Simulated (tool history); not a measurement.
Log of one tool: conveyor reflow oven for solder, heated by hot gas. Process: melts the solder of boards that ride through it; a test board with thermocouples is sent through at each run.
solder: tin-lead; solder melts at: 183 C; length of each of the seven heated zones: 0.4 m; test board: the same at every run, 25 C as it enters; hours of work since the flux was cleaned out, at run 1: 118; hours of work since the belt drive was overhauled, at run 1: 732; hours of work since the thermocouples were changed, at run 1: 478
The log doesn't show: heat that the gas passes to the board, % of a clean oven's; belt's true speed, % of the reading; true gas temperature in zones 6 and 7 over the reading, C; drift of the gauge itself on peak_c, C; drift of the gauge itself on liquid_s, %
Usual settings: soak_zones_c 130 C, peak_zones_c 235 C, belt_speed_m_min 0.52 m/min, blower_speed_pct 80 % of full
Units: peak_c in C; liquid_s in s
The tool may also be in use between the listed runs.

run	day	soak_zones_c	peak_zones_c	belt_speed_m_min	blower_speed_pct	hours of work since the flux was cleaned out	hours of work since the belt drive was overhauled	hours of work since the thermocouples were changed	peak_c	liquid_s
1	0	130	235	0.52	80	118	732	478	213.1	63.7
2	0.758	130	235	0.52	80	130	743	490	213.5	62.7
3	2.283	130	235	0.52	80	153	767	513	213.8	63.2
# day 3.475: flux residue cleaned out of gas plates and filters
4	3.483	130	235	0.52	80	0	782	528	214.3	63.9
5	4.338	130	235	0.52	80	13	795	542	214.9	63.6
6	5.046	130	235	0.52	80	24	806	552	214.4	64.1
7	6.375	130	235	0.52	80	45	826	573	214	63.4
8	7.425	130	235	0.52	80	61	842	589	213.8	64.2
9	8.725	130	235	0.52	80	81	862	609	213.3	63.2
10	9.65	130	235	0.52	80	95	877	623	213.7	63.5
11	11.146	130	235	0.52	80	118	900	646	213.9	63.3
12	12.117	130	235	0.461	80	133	914	661	217.1	78
# day 12.417: belt drive overhauled, speed set with a stopwatch
13	13.125	130	235	0.52	80	146	11	674	213.9	64.9
14	14.346	117	231	0.591	70	164	30	693	200.9	35.7
# day 14.792: flux residue cleaned out of gas plates and filters
15	15.379	117	231	0.591	70	9	42	705	201.5	36.4
16	16.875	130	244	0.52	80	32	65	728	221.9	72.5
# day 18.229: belt drive overhauled, speed set with a stopwatch, once more
17	18.442	130	235	0.52	80	53	3	750	211.8	59.7
18	19.704	116	235	0.588	80	73	23	769	205.5	40.1
19	21.075	130	235	0.52	72	94	44	790	209.8	58.4
20	21.967	130	235	0.52	72	108	57	804	210	57.4
21	23.15	128	223	0.491	59	126	76	822	199	42
22	24.342	128	223	0.491	59	144	94	841	199.1	42.3
23	25.071	130	245	0.52	69	155	105	852	217.5	64.4
# day 26.092: flux residue cleaned out of gas plates and filters
24	26.633	130	245	0.52	69	8	126	873	218.9	66.6
25	27.371	130	245	0.52	69	20	137	884	218.6	66

Hidden state at the last listed run before each entry between runs and at the first one after, where it differs:
Between runs 3 and 4: flux residue cleaned out of gas plates and filters (day 3.475)
  heat that the gas passes to the board, % of a clean oven's: 97.6 -> 99.7; belt's true speed, % of the reading: 97.79 -> 97.74; true gas temperature in zones 6 and 7 over the reading, C: -2.24 -> -2.3
  measured less the result without the state, peak_c: -1.8 -> -1.3 C; liquid_s: -0.5 -> +0.4 s
Between runs 12 and 13: belt drive overhauled, speed set with a stopwatch (day 12.417)
  heat that the gas passes to the board, % of a clean oven's: 98.1 -> 98; belt's true speed, % of the reading: 97.38 -> 95.87; true gas temperature in zones 6 and 7 over the reading, C: -2.77 -> -2.82
  measured less the result without the state, peak_c: -2.1 -> -1.5 C; liquid_s: +0.1 -> +1.3 s
Between runs 14 and 15: flux residue cleaned out of gas plates and filters (day 14.792)
  heat that the gas passes to the board, % of a clean oven's: 97.8 -> 99.5; belt's true speed, % of the reading: 95.82 -> 95.79; true gas temperature in zones 6 and 7 over the reading, C: -2.88 -> -2.93
  measured less the result without the state, peak_c: -1.2 -> -0.6 C; liquid_s: +0 -> +1 s
Between runs 16 and 17: belt drive overhauled, speed set with a stopwatch, once more (day 18.229)
  heat that the gas passes to the board, % of a clean oven's: 99.2 -> 98.9; belt's true speed, % of the reading: 95.73 -> 100.03; true gas temperature in zones 6 and 7 over the reading, C: -3.01 -> -3.09
  measured less the result without the state, peak_c: -1.2 -> -3 C; liquid_s: +2.4 -> -3.1 s
Between runs 23 and 24: flux residue cleaned out of gas plates and filters (day 26.092)
  heat that the gas passes to the board, % of a clean oven's: 97.8 -> 99.7; belt's true speed, % of the reading: 99.75 -> 99.7; true gas temperature in zones 6 and 7 over the reading, C: -3.45 -> -3.52
  measured less the result without the state, peak_c: -3.5 -> -2.9 C; liquid_s: -3.1 -> -2.4 s
